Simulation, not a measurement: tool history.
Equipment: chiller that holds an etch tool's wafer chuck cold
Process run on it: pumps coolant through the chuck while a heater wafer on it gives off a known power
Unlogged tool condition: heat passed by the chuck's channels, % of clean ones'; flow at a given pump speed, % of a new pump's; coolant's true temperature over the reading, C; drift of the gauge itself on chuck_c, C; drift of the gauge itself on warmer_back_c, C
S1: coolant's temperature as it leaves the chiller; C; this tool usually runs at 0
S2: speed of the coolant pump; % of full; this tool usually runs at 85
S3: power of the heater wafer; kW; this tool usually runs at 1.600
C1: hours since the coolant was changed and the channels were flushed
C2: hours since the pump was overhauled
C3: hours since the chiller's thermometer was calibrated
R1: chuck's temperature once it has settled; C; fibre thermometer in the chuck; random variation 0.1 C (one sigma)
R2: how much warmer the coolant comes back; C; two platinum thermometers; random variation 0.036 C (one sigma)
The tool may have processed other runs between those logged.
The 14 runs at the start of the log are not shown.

Run 15, hour 330.6: usual settings; C1 4750; C2 1563; C3 2624. Result: R1 16.5 C, R2 6.80 C.
Run 16, hour 346.5: usual settings; C1 4766; C2 1579; C3 2640. Result: R1 16.5 C, R2 6.73 C.
Run 17, hour 366.8: usual settings but S2 91 % of full, S3 1.278 kW; C1 4786; C2 1600; C3 2660. Result: R1 12.9 C, R2 5.09 C.
Run 18, hour 389.2: usual settings but S2 91 % of full, S3 1.278 kW; C1 4808; C2 1622; C3 2683. Result: R1 12.7 C, R2 5.10 C.
Run 19, hour 414.8: usual settings but S1 -6 C, S2 65 % of full, S3 1.447 kW; C1 4834; C2 1648; C3 2708. Result: R1 11.6 C, R2 7.90 C.
Run 20, hour 432.3: usual settings but S1 -6 C, S2 65 % of full, S3 1.447 kW; C1 4851; C2 1665; C3 2726. Result: R1 11.4 C, R2 7.87 C.
Run 21, hour 447.0: usual settings but S1 -6 C, S2 65 % of full, S3 1.447 kW; C1 4866; C2 1680; C3 2740. Result: R1 11.3 C, R2 7.86 C.
Run 22, hour 474.6: usual settings but S1 7 C; C1 4894; C2 1707; C3 2768. Result: R1 23.6 C, R2 6.81 C.
Run 23, hour 498.6: usual settings but S1 7 C; C1 4918; C2 1731; C3 2792. Result: R1 23.5 C, R2 6.80 C.
Run 24, hour 517.6: usual settings but S2 61 % of full, S3 1.483 kW; C1 4937; C2 1750; C3 2811. Result: R1 18.6 C, R2 8.57 C.
Run 25, hour 536.5: usual settings but S2 61 % of full, S3 1.483 kW; C1 4956; C2 1769; C3 2830. Result: R1 18.4 C, R2 8.59 C.
Run 26, hour 560.3: usual settings but S2 83 % of full, S3 1.096 kW; C1 4979; C2 1793; C3 2854. Result: R1 11.5 C, R2 4.85 C.
Run 27, hour 580.3: usual settings but S1 1 C, S2 97 % of full, S3 1.973 kW; C1 4999; C2 1813; C3 2874. Result: R1 20.3 C, R2 7.45 C.
Run 28, hour 615.2: usual settings but S1 -5 C, S2 62 % of full, S3 1.746 kW; C1 5034; C2 1848; C3 2909. Result: R1 16.7 C, R2 9.97 C.
Run 29, hour 638.7: usual settings but S1 -5 C, S2 62 % of full, S3 1.746 kW; C1 5058; C2 1871; C3 2932. Result: R1 16.7 C, R2 9.99 C.
Run 30, hour 660.2: usual settings but S1 -3 C, S2 81 % of full, S3 1.633 kW; C1 5079; C2 1893; C3 2954. Result: R1 14.3 C, R2 7.31 C.

Each row is a separate what-if for the run after 30, all from the same tool condition, not one after another. Results?
Run A, hour 686.0: usual settings but S1 -3 C, S2 60 % of full, S3 1.633 kW; C1 5105; C2 1919; C3 2979. Result: R1 ?, R2 ?.
Run B, hour 686.0: usual settings but S1 -4 C, S2 76 % of full, S3 1.416 kW; C1 5105; C2 1919; C3 2979. Result: R1 ?, R2 ?.
Run C, hour 686.0: usual settings but S1 7 C, S2 81 % of full, S3 1.633 kW; C1 5105; C2 1919; C3 2979. Result: R1 ?, R2 ?.

run    R1    R2
  A  17.6  9.68
  B  11.6  6.78
  C  24.5  7.39
Stripped of hidden state, with their random variation kept, the same runs would have yielded:
run    R1    R2
  A  17.6  9.39
  B  11.5  6.50
  C  24.5  7.11
